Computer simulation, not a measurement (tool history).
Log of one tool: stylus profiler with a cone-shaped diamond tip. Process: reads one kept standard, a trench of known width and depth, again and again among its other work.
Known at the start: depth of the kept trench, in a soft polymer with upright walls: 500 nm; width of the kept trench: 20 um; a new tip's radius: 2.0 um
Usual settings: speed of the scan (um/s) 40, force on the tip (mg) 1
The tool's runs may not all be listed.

run    hour  speed of the scan (um/s)  force on the tip (mg)  depth of the trench (angstrom)  width of the trench's floor (µm)
  1       0                        40                      1                          5046.8                             17.03
  2    22.7                        40                      1                          5044.4                             17.12
  3    57.1                        40                      1                          5048.2                             17.09
  4   102.6                        40                      1                          5042.9                             17.07
  5   125.2                        40                   0.54                          5027.4                                17
  6     153                        40                   0.54                          5028.8                             17.01
  7   177.2                        70                   0.54                          5031.2                             16.73
  8   197.6                        70                   0.54                          5031.9                              16.7
  9     238                        70                   0.54                            5029                             16.79
 10   281.5                        70                   0.54                          5030.1                             16.71
 11   305.3                        24                   0.54                          5030.1                             17.13
 12     332                        24                   0.54                          5029.1                             17.15
 13   355.5                        24                   0.54                          5028.5                             17.14
 14     402                        24                   0.45                          5025.7                             17.12
 15   450.7                        40                   0.93                          5040.6                             17.09
 16   498.3                        40                   1.32                          5055.7                             17.16
 17   524.6                        22                    0.6                          5031.7                             17.16
 18   559.4                        19                   2.38                          5078.9                             17.27
 19   595.8                        40                   0.63                          5034.5                                17
 20     640                       158                   0.52                          5030.2                             15.92
 21   683.1                       102                   0.93                          5041.8                             16.66
 22   718.3                        44                   0.42                          5022.1                              16.9
 23   766.3                        40                   0.77                          5038.7                                17
 24   806.1                        40                   0.77                          5038.7                             17.03
 25   838.8                        86                   0.47                          5027.4                             16.43
 26   869.1                        86                   0.47                          5025.8                             16.51
 27   895.4                        78                      1                          5043.8                             16.82
 28   930.7                        73                   2.31                            5078                                17
 29   975.2                        73                   2.31                          5078.1                             17.08
 30  1017.6                        46                   0.37                          5021.6                             16.86
 31  1047.2                        10                   1.71                          5064.9                             17.31
 32  1090.5                       101                   1.75                          5067.1                             16.85

4 ways to go on from here, each from the tool as it stands after run 32. What would each give?
  A  1137.1                       140                   1.21                               ?                                 ?
  B  1137.1                        30                   2.76                               ?                                 ?
  C  1137.1                        70                   1.36                               ?                                 ?
  D  1137.1                        30                      1                               ?                                 ?

run  depth of the trench (angstrom)  width of the trench's floor (µm)
  A                            5052                             16.53
  B                          5088.6                             17.23
  C                          5058.7                             16.97
  D                          5044.4                             17.15
Without the tool's hidden state the same runs would have given:
run  depth of the trench (angstrom)  width of the trench's floor (µm)
  A                          5051.9                             16.54
  B                          5088.5                             17.23
  C                          5058.6                             16.97
  D                          5044.3                             17.16
